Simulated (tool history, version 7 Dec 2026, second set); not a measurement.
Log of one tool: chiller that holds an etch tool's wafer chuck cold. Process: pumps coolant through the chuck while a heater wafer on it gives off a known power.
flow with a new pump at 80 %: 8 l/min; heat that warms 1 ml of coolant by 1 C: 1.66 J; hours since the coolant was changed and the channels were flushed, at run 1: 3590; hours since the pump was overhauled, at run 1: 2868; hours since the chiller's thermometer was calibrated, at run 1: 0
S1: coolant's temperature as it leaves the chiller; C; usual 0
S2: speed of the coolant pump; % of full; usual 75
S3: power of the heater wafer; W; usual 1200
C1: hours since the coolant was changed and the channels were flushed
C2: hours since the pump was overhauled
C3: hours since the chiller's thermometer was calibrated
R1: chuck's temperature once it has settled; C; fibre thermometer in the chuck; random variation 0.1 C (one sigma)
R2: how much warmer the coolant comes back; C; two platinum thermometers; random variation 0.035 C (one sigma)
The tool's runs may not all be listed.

Run 1, hour 0: usual settings; C1 3590; C2 2868; C3 0. Result: R1 9.6 C, R2 5.86 C.
Run 2, hour 102.9: usual settings; C1 3693; C2 2970; C3 103. Result: R1 9.7 C, R2 5.78 C.
Run 3, hour 168.7: usual settings; C1 3759; C2 3036; C3 169. Result: R1 9.6 C, R2 5.8 C.
Run 4, hour 236.7: usual settings but S1 -5 C; C1 3827; C2 3104; C3 237. Result: R1 4.7 C, R2 5.87 C.
Run 5, hour 281.6: usual settings but S1 -5 C; C1 3872; C2 3149; C3 282. Result: R1 4.7 C, R2 5.78 C.
Run 6, hour 335.1: usual settings; C1 3925; C2 3203; C3 335. Result: R1 9.7 C, R2 5.81 C.
Run 7, hour 390.3: usual settings but S3 1374 W; C1 3980; C2 3258; C3 390. Result: R1 10.7 C, R2 6.71 C.
Run 8, hour 440.1: usual settings but S3 1374 W; C1 4030; C2 3308; C3 440. Result: R1 10.9 C, R2 6.64 C.
Run 9, hour 532.5: usual settings but S2 72 % of full; C1 4122; C2 3400; C3 532. Result: R1 9.9 C, R2 6.08 C.
Run 10, hour 630.3: usual settings; C1 4220; C2 3498; C3 630. Result: R1 9.6 C, R2 5.8 C.
Run 11, hour 725.2: usual settings; C1 4315; C2 3593; C3 725. Result: R1 9.6 C, R2 5.76 C.
Run 12, hour 827: usual settings; C1 4417; C2 3695; C3 827. Result: R1 9.7 C, R2 5.82 C.
Run 13, hour 892.8: usual settings; C1 4483; C2 3760; C3 893. Result: R1 9.7 C, R2 5.79 C.
Run 14, hour 978.5: usual settings; C1 4568; C2 3846; C3 978. Result: R1 9.5 C, R2 5.76 C.
Run 15, hour 1057.3: usual settings; C1 4647; C2 3925; C3 1057. Result: R1 9.6 C, R2 5.79 C.
Run 16, hour 1165.2: usual settings; C1 4755; C2 4033; C3 1165. Result: R1 9.7 C, R2 5.83 C.
Run 17, hour 1217.3: usual settings; C1 4807; C2 4085; C3 1217. Result: R1 9.6 C, R2 5.75 C.
Run 18, hour 1285.6: usual settings but S1 7 C; C1 4876; C2 4153; C3 1286. Result: R1 16.7 C, R2 5.82 C.
Run 19, hour 1352.2: usual settings but S1 7 C; C1 4942; C2 4220; C3 1352. Result: R1 16.6 C, R2 5.8 C.
Run 20, hour 1454.9: usual settings but S1 5 C, S2 100 % of full, S3 686 W; C1 5045; C2 4322; C3 1455. Result: R1 9.3 C, R2 2.48 C.
Run 21, hour 1559.5: usual settings but S3 1759 W; C1 5149; C2 4427; C3 1559. Result: R1 14.1 C, R2 8.52 C.
Run 22, hour 1663.3: usual settings but S3 1759 W; C1 5253; C2 4531; C3 1663. Result: R1 14.1 C, R2 8.5 C.
Run 23, hour 1761.3: usual settings but S3 1295 W; C1 5351; C2 4629; C3 1761. Result: R1 10.3 C, R2 6.15 C.
Run 24, hour 1840.1: usual settings but S1 -4 C, S3 1265 W; C1 5430; C2 4708; C3 1840. Result: R1 6.2 C, R2 6.1 C.
Run 25, hour 1925.1: usual settings but S1 5 C, S2 96 % of full, S3 1426 W; C1 5515; C2 4793; C3 1925. Result: R1 14.4 C, R2 5.26 C.
Run 26, hour 1996.4: usual settings but S1 5 C, S2 96 % of full, S3 1426 W; C1 5586; C2 4864; C3 1996. Result: R1 14.5 C, R2 5.32 C.
Run 27, hour 2057.6: usual settings but S1 -10 C, S3 989 W; C1 5648; C2 4925; C3 2058. Result: R1 -2 C, R2 4.86 C.
Run 28, hour 2137.8: usual settings but S1 -10 C, S3 989 W; C1 5728; C2 5005; C3 2138. Result: R1 -2 C, R2 4.84 C.
Run 29, hour 2193.2: usual settings but S1 -7 C, S3 774 W; C1 5783; C2 5061; C3 2193. Result: R1 -0.6 C, R2 3.76 C.
Run 30, hour 2297.6: usual settings but S1 -7 C, S2 95 % of full, S3 991 W; C1 5888; C2 5165; C3 2298. Result: R1 -0.3 C, R2 3.76 C.
Run 31, hour 2382.4: usual settings but S1 -7 C, S2 95 % of full, S3 991 W; C1 5972; C2 5250; C3 2382. Result: R1 -0.2 C, R2 3.77 C.
Run 32, hour 2472.9: usual settings but S1 3 C, S2 86 % of full, S3 1700 W; C1 6063; C2 5340; C3 2473. Result: R1 15.5 C, R2 7.24 C.

4 ways to go on from here, each from the tool as it stands after run 32. What would each give?
Run A, hour 2521.1: usual settings but S1 -2 C, S2 78 % of full, S3 1409 W; C1 6111; C2 5389; C3 2521. Result: R1 ?, R2 ?.
Run B, hour 2521.1: usual settings but S1 -2 C, S2 79 % of full, S3 944 W; C1 6111; C2 5389; C3 2521. Result: R1 ?, R2 ?.
Run C, hour 2521.1: usual settings but S1 -4 C, S2 99 % of full, S3 1700 W; C1 6111; C2 5389; C3 2521. Result: R1 ?, R2 ?.
Run D, hour 2521.1: usual settings but S1 8 C, S2 84 % of full, S3 1685 W; C1 6111; C2 5389; C3 2521. Result: R1 ?, R2 ?.

run    R1    R2
  A   8.9  6.54
  B   5.3  4.33
  C   7.1  6.11
  D  20.4  7.26
Without the tool's hidden state the same runs would have given:
run    R1    R2
  A   8.8  6.53
  B   5.2  4.33
  C     7   6.1
  D  20.4  7.25
